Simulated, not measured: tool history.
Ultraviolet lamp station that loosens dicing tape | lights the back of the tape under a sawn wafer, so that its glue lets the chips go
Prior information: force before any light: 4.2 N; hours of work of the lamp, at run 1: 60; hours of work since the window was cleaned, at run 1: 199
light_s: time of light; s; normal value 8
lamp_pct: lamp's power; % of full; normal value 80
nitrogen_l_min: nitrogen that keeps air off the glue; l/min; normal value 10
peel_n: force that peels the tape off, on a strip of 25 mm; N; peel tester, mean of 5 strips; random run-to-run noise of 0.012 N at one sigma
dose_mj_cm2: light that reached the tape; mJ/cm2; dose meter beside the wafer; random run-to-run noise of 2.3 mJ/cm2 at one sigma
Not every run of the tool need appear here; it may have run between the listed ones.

run,hour,light_s,lamp_pct,nitrogen_l_min,hours of work of the lamp,hours of work since the window was cleaned,peel_n,dose_mj_cm2
1,0,8,80,10,60,199,0.605,213
2,14.7,8,76,10,71,210,0.663,198
3,27.5,8,76,10,81,220,0.672,195
4,47.5,8,76,10,96,236,0.697,198
5,59.9,8,76,10,106,245,0.706,190
6,79.2,8,65,10,120,260,0.902,164
# hour 81.6: window cleaned of glue's vapour
7,105.7,8,65,10,140,19,0.931,152
8,132.5,8,80,10,161,39,0.788,183
9,161.2,8,72,10,183,61,0.929,163
10,179.6,14,72,10,197,75,0.407,277
11,193.3,14,72,10,208,86,0.424,276
12,216.7,8,83,10,226,104,0.777,178
13,232.7,8,70,6,238,116,1.242,149
# hour 249.5: window cleaned of glue's vapour, once more
14,257.1,8,84,3,256,6,1.204,200
15,281.3,5,65,3,275,24,2.325,94
16,299.6,5,65,3,289,38,2.317,96
17,327.5,4,60,4,310,60,2.605,69
18,339.9,4,60,4,320,69,2.65,67
19,365.8,9,83,12,340,89,0.599,201
20,390.5,10,69,3,359,108,1.318,185
21,405.1,12,99,8,370,119,0.386,313
22,432.5,12,99,8,391,141,0.393,309

What if the next run were any one of these 4? Each begins from the tool's condition after run 22:
A,459,8,80,7,411,161,?,?
B,459,8,88,10,411,161,?,?
C,459,10,71,10,411,161,?,?
D,459,8,80,3,411,161,?,?

run,peel_n,dose_mj_cm2
A,1.051,161
B,0.757,178
C,0.787,180
D,1.505,159
The same runs, with their run-to-run variation unchanged, on a tool lacking any hidden condition would have given:
run,peel_n,dose_mj_cm2
A,0.63,233
B,0.432,257
C,0.452,260
D,0.994,232
